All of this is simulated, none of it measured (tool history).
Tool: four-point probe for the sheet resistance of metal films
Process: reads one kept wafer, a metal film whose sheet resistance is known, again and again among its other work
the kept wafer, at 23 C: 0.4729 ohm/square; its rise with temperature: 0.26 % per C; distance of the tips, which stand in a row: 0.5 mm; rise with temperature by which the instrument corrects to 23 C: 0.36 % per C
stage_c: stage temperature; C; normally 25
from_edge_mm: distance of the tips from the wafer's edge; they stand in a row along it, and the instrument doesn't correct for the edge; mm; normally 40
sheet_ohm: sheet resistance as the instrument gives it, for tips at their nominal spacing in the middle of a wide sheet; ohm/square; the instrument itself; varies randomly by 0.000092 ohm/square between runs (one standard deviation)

run,day,stage_c,from_edge_mm,sheet_ohm
1,0,25,40,0.472102
2,0.433,25,40,0.472024
3,1.317,25,40,0.471935
4,2.042,25,40,0.47201
5,2.754,25,5,0.474448
6,3.433,25,5,0.474306
7,4.221,25,5,0.474406
8,4.708,20,40,0.474331
9,5.575,30,40,0.46961
10,6.021,30,40,0.469683
11,6.767,30,40,0.46958
12,7.392,30,40,0.469667
13,8.062,34,17,0.467989
14,8.592,33,6,0.469837
15,9.417,21,9,0.474534
16,10.1,21,39,0.47379
17,10.812,27,39,0.470535
18,11.442,23,43,0.472945
19,12.262,29,43,0.470089
20,12.633,21,48,0.473907
21,13.383,31,58,0.469064
22,13.975,25,4,0.475736
23,14.733,27,15,0.471211

Branching from run 23: 3 alternative next runs. What would each branch give?
A,15.412,24,5,?
B,15.412,21,5,?
C,15.412,25,3,?

run,sheet_ohm
A,0.474927
B,0.476075
C,0.478648
Stripped of hidden state, with their random variation kept, the same runs would have yielded:
run,sheet_ohm
A,0.475073
B,0.47622
C,0.478795

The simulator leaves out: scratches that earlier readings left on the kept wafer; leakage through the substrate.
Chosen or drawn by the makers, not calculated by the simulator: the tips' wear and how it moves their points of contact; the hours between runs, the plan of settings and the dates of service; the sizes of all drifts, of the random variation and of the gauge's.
